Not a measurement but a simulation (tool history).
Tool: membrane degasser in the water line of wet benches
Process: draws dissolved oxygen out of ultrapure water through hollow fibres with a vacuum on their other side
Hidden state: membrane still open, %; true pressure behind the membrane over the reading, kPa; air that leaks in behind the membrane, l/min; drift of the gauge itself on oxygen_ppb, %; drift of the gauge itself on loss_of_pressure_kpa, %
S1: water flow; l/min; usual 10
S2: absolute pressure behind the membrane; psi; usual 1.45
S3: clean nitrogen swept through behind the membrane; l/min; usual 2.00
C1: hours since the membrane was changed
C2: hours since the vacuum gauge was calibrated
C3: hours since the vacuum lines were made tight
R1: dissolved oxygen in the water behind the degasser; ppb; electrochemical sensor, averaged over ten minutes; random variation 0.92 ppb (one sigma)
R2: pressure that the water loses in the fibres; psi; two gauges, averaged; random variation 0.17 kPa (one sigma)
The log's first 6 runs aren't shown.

run 7 hour=314.4 | S1=10 S2=1.45 S3=2.00 | C1=2818 C2=4641 C3=3771 | R1=91.8 R2=4.273
run 8 hour=370.9 | S1=10 S2=1.45 S3=2.00 | C1=2875 C2=4698 C3=3828 | R1=91.8 R2=4.267
run 9 hour=420.9 | S1=10 S2=1.45 S3=2.00 | C1=2925 C2=4748 C3=3878 | R1=93.0 R2=4.208
run 10 hour=450.0 | S1=10 S2=1.45 S3=2.00 | C1=2954 C2=4777 C3=3907 | R1=91.9 R2=4.255
run 11 hour=483.5 | S1=10 S2=1.45 S3=2.00 | C1=2988 C2=4810 C3=3940 | R1=91.7 R2=4.271
run 12 hour=524.2 | S1=10 S2=1.45 S3=2.00 | C1=3028 C2=4851 C3=3981 | R1=94.4 R2=4.287
run 13 hour=556.3 | S1=10 S2=1.10 S3=2.00 | C1=3060 C2=4883 C3=4013 | R1=62.9 R2=4.255
run 14 hour=614.9 | S1=10 S2=1.10 S3=2.00 | C1=3119 C2=4942 C3=4072 | R1=63.4 R2=4.235
run 15 hour=656.7 | S1=10 S2=1.45 S3=2.00 | C1=3161 C2=4983 C3=4113 | R1=92.9 R2=4.189
run 16 hour=721.2 | S1=10 S2=1.45 S3=2.00 | C1=3225 C2=5048 C3=4178 | R1=92.6 R2=4.255
run 17 hour=759.3 | S1=6 S2=2.15 S3=2.00 | C1=3263 C2=5086 C3=4216 | R1=93.7 R2=2.558
run 18 hour=816.4 | S1=13 S2=3.55 S3=4.01 | C1=3320 C2=5143 C3=4273 | R1=183.5 R2=5.517
run 19 hour=863.6 | S1=13 S2=2.26 S3=2.77 | C1=3368 C2=5190 C3=4320 | R1=155.6 R2=5.526
run 20 hour=909.5 | S1=7 S2=1.77 S3=2.77 | C1=3413 C2=5236 C3=4366 | R1=63.4 R2=3.007
run 21 hour=954.5 | S1=7 S2=1.77 S3=1.69 | C1=3458 C2=5281 C3=4411 | R1=99.8 R2=2.986
run 22 hour=995.5 | S1=7 S2=1.77 S3=1.69 | C1=3500 C2=5322 C3=4452 | R1=100.4 R2=2.978
run 23 hour=1022.6 | S1=10 S2=0.93 S3=4.15 | C1=3527 C2=5349 C3=4479 | R1=27.0 R2=4.228
run 24 hour=1074.0 | S1=10 S2=0.93 S3=4.15 | C1=3578 C2=5401 C3=4531 | R1=27.0 R2=4.280
run 25 hour=1116.6 | S1=10 S2=2.67 S3=2.32 | C1=3621 C2=5443 C3=4573 | R1=172.0 R2=4.299
run 26 hour=1161.6 | S1=10 S2=2.67 S3=2.32 | C1=3666 C2=5488 C3=4618 | R1=170.5 R2=4.277
run 27 hour=1213.0 | S1=10 S2=2.67 S3=2.32 | C1=3717 C2=5540 C3=4670 | R1=170.0 R2=4.253
run 28 hour=1255.0 | S1=10 S2=2.67 S3=2.32 | C1=3759 C2=5582 C3=4712 | R1=173.1 R2=4.267
run 29 hour=1310.9 | S1=7 S2=2.41 S3=2.32 | C1=3815 C2=5638 C3=4768 | R1=107.7 R2=2.995
run 30 hour=1361.0 | S1=7 S2=1.74 S3=2.32 | C1=3865 C2=5688 C3=4818 | R1=72.4 R2=3.008

Run 31 comes next. What will it give?
run 31 hour=1400.7 | S1=8 S2=1.28 S3=2.00 | C1=3905 C2=5727 C3=4857 | R1=? R2=?

Run 31 gave R1 63.0 ppb, R2 3.445 psi.
Without the tool's hidden state the same run would have given R1 57.4 ppb, R2 3.369 psi.
